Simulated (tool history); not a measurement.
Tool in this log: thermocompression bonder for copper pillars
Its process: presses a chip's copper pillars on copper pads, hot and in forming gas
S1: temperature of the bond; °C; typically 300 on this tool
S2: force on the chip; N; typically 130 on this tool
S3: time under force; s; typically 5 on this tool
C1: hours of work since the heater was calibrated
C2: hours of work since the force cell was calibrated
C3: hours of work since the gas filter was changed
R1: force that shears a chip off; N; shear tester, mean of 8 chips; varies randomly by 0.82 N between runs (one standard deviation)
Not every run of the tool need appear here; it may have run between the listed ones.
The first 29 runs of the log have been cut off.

Run 30, day 26.004: usual settings but S3 3 s; C1 268; C2 393; C3 393. Result: R1 47.0 N.
Run 31, day 26.612: usual settings but S1 317 °C, S3 4 s; C1 275; C2 400; C3 400. Result: R1 59.9 N.
At day 26.950: forming gas filter changed.
Run 32, day 27.758: usual settings but S1 295 °C, S2 185 N, S3 4 s; C1 288; C2 413; C3 9. Result: R1 65.9 N.
Run 33, day 28.788: usual settings but S1 295 °C, S2 185 N, S3 4 s; C1 300; C2 425; C3 21. Result: R1 65.0 N.
Run 34, day 29.779: usual settings but S1 289 °C, S2 151 N; C1 311; C2 436; C3 33. Result: R1 59.8 N.
Run 35, day 30.950: usual settings but S1 328 °C, S2 151 N; C1 325; C2 450; C3 46. Result: R1 80.5 N.
Run 36, day 31.629: usual settings but S1 279 °C, S2 80 N, S3 4 s; C1 332; C2 458; C3 54. Result: R1 35.1 N.
Run 37, day 32.300: usual settings but S1 306 °C, S3 8 s; C1 340; C2 465; C3 62. Result: R1 75.3 N.
Run 38, day 33.129: usual settings but S1 276 °C, S2 83 N, S3 3 s; C1 350; C2 475; C3 71. Result: R1 29.5 N.
Run 39, day 33.879: usual settings but S1 276 °C, S2 114 N, S3 3 s; C1 358; C2 484; C3 80. Result: R1 36.4 N.

3 options for the next run, each taken on its own from the tool as it stands now. Forecast them:
Run A, day 34.762: usual settings but S3 6 s; C1 369; C2 494; C3 90. Result: R1 ?.
Run B, day 34.762: usual settings but S1 276 °C, S2 120 N; C1 369; C2 494; C3 90. Result: R1 ?.
Run C, day 34.762: usual settings but S2 89 N, S3 7 s; C1 369; C2 494; C3 90. Result: R1 ?.

run    R1
  A  63.8
  B  45.4
  C  55.4
Take away the tool's hidden state, keep each run's random variation, and the runs would have read:
run    R1
  A  69.1
  B  49.8
  C  60.2
